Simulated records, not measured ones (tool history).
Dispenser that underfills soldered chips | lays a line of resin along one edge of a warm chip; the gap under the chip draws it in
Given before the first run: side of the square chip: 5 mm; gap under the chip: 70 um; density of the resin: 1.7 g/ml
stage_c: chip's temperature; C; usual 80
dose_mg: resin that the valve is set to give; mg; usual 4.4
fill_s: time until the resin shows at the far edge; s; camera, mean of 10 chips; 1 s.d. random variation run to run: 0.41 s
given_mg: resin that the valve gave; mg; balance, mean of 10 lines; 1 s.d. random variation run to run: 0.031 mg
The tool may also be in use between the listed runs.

Run 1, hour 0: usual settings. Result: fill_s 28.2 s, given_mg 4.17 mg.
Run 2, hour 4.7: usual settings. Result: fill_s 32.3 s, given_mg 4.21 mg.
At hour 8: new syringe of resin.
Run 3, hour 10.7: usual settings. Result: fill_s 31 s, given_mg 4.11 mg.
Run 4, hour 13.8: usual settings. Result: fill_s 33.7 s, given_mg 4.11 mg.
At hour 16.8: new syringe of resin.
Run 5, hour 20: usual settings but stage_c 68 C. Result: fill_s 53.5 s, given_mg 4.07 mg.
Run 6, hour 24.8: usual settings but stage_c 87 C. Result: fill_s 26.3 s, given_mg 4.17 mg.
At hour 25.6: new syringe of resin.
Run 7, hour 28.6: usual settings but stage_c 90 C. Result: fill_s 20.5 s, given_mg 4.11 mg.
Run 8, hour 33.4: usual settings but stage_c 90 C. Result: fill_s 22.5 s, given_mg 4.1 mg.
At hour 34.3: new syringe of resin.
Run 9, hour 39.8: usual settings but dose_mg 4.68 mg. Result: fill_s 32.8 s, given_mg 4.33 mg.
At hour 43.2: new syringe of resin.
Run 10, hour 45.9: usual settings but dose_mg 4.43 mg. Result: fill_s 30.7 s, given_mg 4.09 mg.
Run 11, hour 50.8: usual settings but stage_c 82 C, dose_mg 4.25 mg. Result: fill_s 32.3 s, given_mg 3.9 mg.

Consider 3 possible next runs. They are alternatives, not a sequence: every one starts from the tool as it was left by run 11. What does each give?
At hour 52: new syringe of resin.
Run A, hour 57.4: usual settings but stage_c 75 C, dose_mg 4.05 mg. Result: fill_s ?, given_mg ?.
At hour 52: new syringe of resin.
Run B, hour 57.4: usual settings but stage_c 93 C. Result: fill_s ?, given_mg ?.
At hour 52: new syringe of resin.
Run C, hour 57.4: usual settings but stage_c 75 C, dose_mg 4.25 mg. Result: fill_s ?, given_mg ?.

run  fill_s  given_mg
  A    41.4      3.75
  B    19.2      4.03
  C    41.7      3.96
With the hidden condition removed and each run's random variation left untouched, the same runs would have given:
run  fill_s  given_mg
  A      36      4.09
  B    16.8       4.4
  C    36.4      4.32
